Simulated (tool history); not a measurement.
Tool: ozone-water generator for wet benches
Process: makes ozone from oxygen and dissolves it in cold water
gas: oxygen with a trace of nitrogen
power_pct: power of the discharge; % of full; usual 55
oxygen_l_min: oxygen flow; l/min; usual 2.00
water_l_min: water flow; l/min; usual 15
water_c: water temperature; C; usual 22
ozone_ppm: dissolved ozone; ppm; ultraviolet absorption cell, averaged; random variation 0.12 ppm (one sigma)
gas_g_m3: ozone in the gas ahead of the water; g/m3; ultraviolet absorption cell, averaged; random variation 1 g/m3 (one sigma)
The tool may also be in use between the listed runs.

Run 1, hour 0.0: usual settings. Result: ozone_ppm 9.9 ppm, gas_g_m3 175.8 g/m3.
Run 2, hour 95.4: usual settings. Result: ozone_ppm 9.6 ppm, gas_g_m3 173.8 g/m3.
Run 3, hour 238.5: usual settings but water_c 23 C. Result: ozone_ppm 9.7 ppm, gas_g_m3 175.0 g/m3.
Run 4, hour 366.8: usual settings but oxygen_l_min 2.18 l/min. Result: ozone_ppm 10.0 ppm, gas_g_m3 169.6 g/m3.
Run 5, hour 517.5: usual settings but oxygen_l_min 2.18 l/min. Result: ozone_ppm 10.1 ppm, gas_g_m3 170.8 g/m3.
Run 6, hour 676.5: usual settings but oxygen_l_min 2.18 l/min. Result: ozone_ppm 10.2 ppm, gas_g_m3 172.1 g/m3.
Run 7, hour 748.3: usual settings but oxygen_l_min 2.18 l/min, water_l_min 13 l/min, water_c 15 C. Result: ozone_ppm 12.5 ppm, gas_g_m3 170.5 g/m3.
Run 8, hour 853.1: usual settings but power_pct 51 % of full, oxygen_l_min 1.96 l/min, water_l_min 11 l/min. Result: ozone_ppm 12.7 ppm, gas_g_m3 170.0 g/m3.
Run 9, hour 933.4: usual settings but power_pct 62 % of full, oxygen_l_min 1.53 l/min, water_l_min 12 l/min, water_c 19 C. Result: ozone_ppm 12.7 ppm, gas_g_m3 212.7 g/m3.
Run 10, hour 1076.7: usual settings but power_pct 62 % of full, oxygen_l_min 1.53 l/min, water_l_min 12 l/min, water_c 19 C. Result: ozone_ppm 12.8 ppm, gas_g_m3 212.9 g/m3.
Run 11, hour 1230.7: usual settings but power_pct 78 % of full, water_l_min 16 l/min, water_c 26 C. Result: ozone_ppm 11.1 ppm, gas_g_m3 228.0 g/m3.
At hour 1244.9: water thermometer calibrated.
Run 12, hour 1388.3: usual settings but power_pct 70 % of full, water_l_min 16 l/min, water_c 24 C. Result: ozone_ppm 10.5 ppm, gas_g_m3 212.0 g/m3.

Some steps in gas_g_m3 between neighbouring runs. How much of each would the tool show without its hidden state too (settings, what came in, random variation), and how much is left for the hidden state, with any gauge scatter that isn't in both results?
The hidden state here: yield of the discharge, % of new electrodes'; contactor's efficiency, % of a clean one's; true water temperature over the reading, C; drift of the gauge itself on ozone_ppm, %; drift of the gauge itself on gas_g_m3, %.
Run 8 -> 9: power_pct 51 -> 62, oxygen_l_min 1.96 -> 1.53, water_l_min 11 -> 12, water_c 22 -> 19. gas_g_m3 +42.7 g/m3: hidden state +0.4, all else +42.3.
